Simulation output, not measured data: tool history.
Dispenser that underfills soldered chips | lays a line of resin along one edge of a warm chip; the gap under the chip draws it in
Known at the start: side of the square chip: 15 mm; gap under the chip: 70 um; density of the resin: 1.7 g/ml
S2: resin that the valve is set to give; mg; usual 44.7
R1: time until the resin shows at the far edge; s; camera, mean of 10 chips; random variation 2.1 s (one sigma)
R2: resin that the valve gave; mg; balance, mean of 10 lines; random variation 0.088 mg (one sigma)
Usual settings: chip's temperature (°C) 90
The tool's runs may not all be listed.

run 1 hour=0.0 | chip's_temperature_(°C)=90 S2=44.7 | R1=266.9 R2=43.60
run 2 hour=2.9 | chip's_temperature_(°C)=105 S2=44.7 | R1=190.5 R2=43.62
run 3 hour=6.0 | chip's_temperature_(°C)=91 S2=44.7 | R1=327.7 R2=43.52
run 4 hour=11.9 | chip's_temperature_(°C)=91 S2=44.7 | R1=223.0 R2=43.44
run 5 hour=16.6 | chip's_temperature_(°C)=91 S2=44.7 | R1=265.6 R2=43.30
run 6 hour=23.1 | chip's_temperature_(°C)=91 S2=44.7 | R1=344.2 R2=43.47
run 7 hour=27.2 | chip's_temperature_(°C)=91 S2=44.7 | R1=218.5 R2=43.26
run 8 hour=33.0 | chip's_temperature_(°C)=91 S2=44.7 | R1=280.4 R2=43.28
run 9 hour=36.8 | chip's_temperature_(°C)=92 S2=42.0 | R1=311.0 R2=40.67
run 10 hour=42.9 | chip's_temperature_(°C)=103 S2=44.7 | R1=152.1 R2=43.32
run 11 hour=47.6 | chip's_temperature_(°C)=81 S2=56.3 | R1=351.9 R2=54.27
run 12 hour=52.3 | chip's_temperature_(°C)=83 S2=45.5 | R1=394.8 R2=43.96
run 13 hour=58.7 | chip's_temperature_(°C)=89 S2=51.5 | R1=227.7 R2=49.39

Taken out of this log: 4 entries between the listed runs. Where each belongs, and how the hidden state differs across it:
Between runs 3 and 4: new syringe of resin (hour 9.0)
  resin's viscosity, % of fresh resin's: 160.7 -> 111.3; dose that the valve gives, % of what is set: 97.43 -> 97.3; true chip temperature over the reading, C: -0.3 -> -0.32
  measured less the result without the state, R1: +126.2 -> +25.0 s; R2: -1.15 -> -1.20 mg
Between runs 6 and 7: new syringe of resin (hour 25.0)
  resin's viscosity, % of fresh resin's: 169.2 -> 108.9; dose that the valve gives, % of what is set: 97.03 -> 96.94; true chip temperature over the reading, C: -0.36 -> -0.37
  measured less the result without the state, R1: +143.5 -> +20.8 s; R2: -1.33 -> -1.36 mg
Between runs 9 and 10: new syringe of resin (hour 41.1)
  resin's viscosity, % of fresh resin's: 155.8 -> 106.8; dose that the valve gives, % of what is set: 96.7 -> 96.56; true chip temperature over the reading, C: -0.41 -> -0.43
  measured less the result without the state, R1: +114.8 -> +12.0 s; R2: -1.39 -> -1.54 mg
Between runs 12 and 13: new syringe of resin (hour 57.3)
  resin's viscosity, % of fresh resin's: 152.1 -> 106.6; dose that the valve gives, % of what is set: 96.33 -> 96.19; true chip temperature over the reading, C: -0.47 -> -0.49
  measured less the result without the state, R1: +140.0 -> +17.7 s; R2: -1.67 -> -1.96 mg
